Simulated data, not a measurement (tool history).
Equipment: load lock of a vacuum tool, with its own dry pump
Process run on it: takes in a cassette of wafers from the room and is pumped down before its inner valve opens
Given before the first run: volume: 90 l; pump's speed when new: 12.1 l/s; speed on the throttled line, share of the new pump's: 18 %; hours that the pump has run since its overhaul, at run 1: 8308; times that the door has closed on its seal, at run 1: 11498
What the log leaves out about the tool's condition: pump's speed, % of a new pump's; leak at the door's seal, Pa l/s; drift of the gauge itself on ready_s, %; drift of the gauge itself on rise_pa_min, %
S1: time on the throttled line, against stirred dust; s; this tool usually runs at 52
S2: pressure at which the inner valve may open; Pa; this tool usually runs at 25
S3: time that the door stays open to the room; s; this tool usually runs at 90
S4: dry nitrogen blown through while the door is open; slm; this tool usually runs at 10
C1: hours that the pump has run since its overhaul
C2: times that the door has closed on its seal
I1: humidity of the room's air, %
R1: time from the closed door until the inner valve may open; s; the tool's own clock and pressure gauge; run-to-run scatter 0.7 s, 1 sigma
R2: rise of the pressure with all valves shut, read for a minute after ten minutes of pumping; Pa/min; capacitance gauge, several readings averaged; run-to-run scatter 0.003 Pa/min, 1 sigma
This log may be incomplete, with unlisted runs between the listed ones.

run     hour  S1  S2   S3  S4     C1     C2    I1     R1     R2
  1      0.0  52  25   90  10   8308  11498  45.2  109.3  0.057
  2    199.5  52  25   90  10   8508  11900  41.4  109.5  0.055
  3    509.2  52  25   90  10   8817  12524  43.7  110.3  0.068
  4    897.6  52  25   90  10   9206  13307  44.1  110.3  0.067
  5   1247.0  52  25   90  10   9555  14012  48.2  110.1  0.073
  6   1625.3  52  25   90  10   9933  14774  44.1  111.7  0.071
  7   1812.2  52  25   90  10  10120  15151  43.3  110.3  0.066
  8   2156.0  52  25   90  10  10464  15844  48.6  112.2  0.073
  9   2340.1  52  25   90  10  10648  16215  45.3  109.9  0.074
 10   2637.4  52  25   90  10  10946  16815  43.9  111.2  0.069
 11   2942.4  52  25   90  10  11251  17430  47.4  112.1  0.074
 12   3265.0  52  27   90  10  11573  18080  46.3  113.0  0.077
 13   3636.2  52  30   90  10  11944  18828  45.5  111.3  0.081
 14   3970.7  52  34   90  10  12279  19503  47.2  110.1  0.086
 15   4310.1  52  34   90  10  12618  20187  45.8  110.4  0.086
 16   4492.6  52  34   90  10  12801  20555  43.4  109.5  0.078
 17   4767.9  52  34   90  10  13076  21110  42.6  111.4  0.085
 18   4983.0  52  34   90  10  13291  21543  42.6  109.7  0.085
 19   5238.7  81  25   90  10  13547  22059  44.6  137.2  0.089
 20   5574.4  29  19   90  10  13883  22735  43.9   98.7  0.089
 21   5866.4  29  19   90  10  14175  23324  44.0   99.0  0.093
 22   6174.3  52  24   99  10  14482  23945  40.6  115.6  0.091
 23   6504.6  56  21   99  41  14813  24611  45.2  119.3  0.074
 24   6688.5  52  49   90  21  14997  24982  47.7  108.9  0.087
 25   6938.0  33  24   87   5  15246  25484  47.4   99.9  0.115
 26   7172.1  52  45   90   4  15480  25956  43.3  111.1  0.119
 27   7527.6  63  35   90   4  15836  26673  47.9  123.2  0.125
 28   7879.0  63  35   90   4  16187  27382  41.2  122.4  0.124
 29   8067.6  63  19   36   4  16376  27762  45.5  127.0  0.099
 30   8240.1  83  25   90  10  16548  28109  46.6  141.1  0.105
 31   8624.6  83  25   90  10  16933  28884  43.4  142.3  0.117
 32   8860.7  82  27  108  24  17169  29360  41.9  139.2  0.104
 33   9047.2  82  27  141  34  17355  29737  46.0  140.9  0.100
 34   9425.0  52  21   90   5  17733  30498  43.3  119.4  0.129
 35   9773.1  52  35   90   5  18081  31200  43.9  114.3  0.133
 36  10107.7  52  35   90   5  18416  31874  45.3  115.3  0.141
 37  10318.2  87  48   51  34  18626  32299  43.4  140.1  0.098

Forecast each of these 4 alternatives for the next run:
  A  10671.8  95  38  55  10  18980  33012  45.8   ?   ?
  B  10671.8  87  28  29  27  18980  33012  43.2   ?   ?
  C  10671.8  87  48  78  34  18980  33012  44.9   ?   ?
  D  10671.8  87  48  51  21  18980  33012  41.7   ?   ?

run     R1     R2
  A  147.0  0.116
  B  143.0  0.102
  C  139.2  0.108
  D  139.6  0.101
What these runs would have given with no unlogged condition in the tool:
run     R1     R2
  A  135.9  0.028
  B  131.0  0.012
  C  128.1  0.020
  D  128.6  0.012

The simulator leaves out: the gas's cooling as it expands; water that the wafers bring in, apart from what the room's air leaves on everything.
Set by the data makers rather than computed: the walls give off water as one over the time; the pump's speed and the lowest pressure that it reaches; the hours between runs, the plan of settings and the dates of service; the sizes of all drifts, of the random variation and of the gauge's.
